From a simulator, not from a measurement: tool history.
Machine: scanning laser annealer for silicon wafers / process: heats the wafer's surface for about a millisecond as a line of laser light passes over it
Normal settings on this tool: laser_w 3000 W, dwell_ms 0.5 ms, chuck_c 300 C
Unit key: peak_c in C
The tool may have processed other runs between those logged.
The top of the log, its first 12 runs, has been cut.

run    hour  laser_w  dwell_ms  chuck_c  peak_c
 13   576.7     3000       0.5      300    1067
 14   623.8     3000       0.5      300    1066
 15   680.8     3000       0.5      276    1044
 16   734.1     3000       0.5      276    1044
 17   788.8     3239     0.446      280    1066
 18   846.3     2771     0.512      331    1045
 19   873.5     2864     0.608      310    1116
 20   906.2     2597     0.457      310     948
 21   942.9     2799       0.5      300    1016
 22   993.8     2799       0.5      300    1018
     1038.1  -- optics aligned, line set to its width
 23  1048.8     2799       0.5      300    1017
     1054.8  -- window over the wafer cleaned
 24  1107.8     3158       0.5      283    1092
 25  1159.9     3087       0.5      289    1079
 26  1200.6     2999      0.55      264    1068
 27  1261.3     3000       0.5      318    1087
 28  1292.7     3000       0.5      318    1087
 29  1342.8     3000       0.5      326    1094
 30  1382.1     2712     0.387      276     895
 31  1416.2     2930     0.387      276     938
 32  1470.6     2626     0.442      325     965

5 options for the next run, each taken on its own from the tool as it stands now. Forecast them:
  A  1534.3     2918     0.503      333       ?
  B  1534.3     2626     0.455      325       ?
  C  1534.3     2936       0.5      300       ?
  D  1534.3     2611     0.442      320       ?
  E  1534.3     3177     0.433      304       ?

run  peak_c
  A    1083
  B     970
  C    1052
  D     951
  E    1061
Stripped of hidden state, with their random variation kept, the same runs would have yielded:
run  peak_c
  A    1083
  B     970
  C    1052
  D     951
  E    1061

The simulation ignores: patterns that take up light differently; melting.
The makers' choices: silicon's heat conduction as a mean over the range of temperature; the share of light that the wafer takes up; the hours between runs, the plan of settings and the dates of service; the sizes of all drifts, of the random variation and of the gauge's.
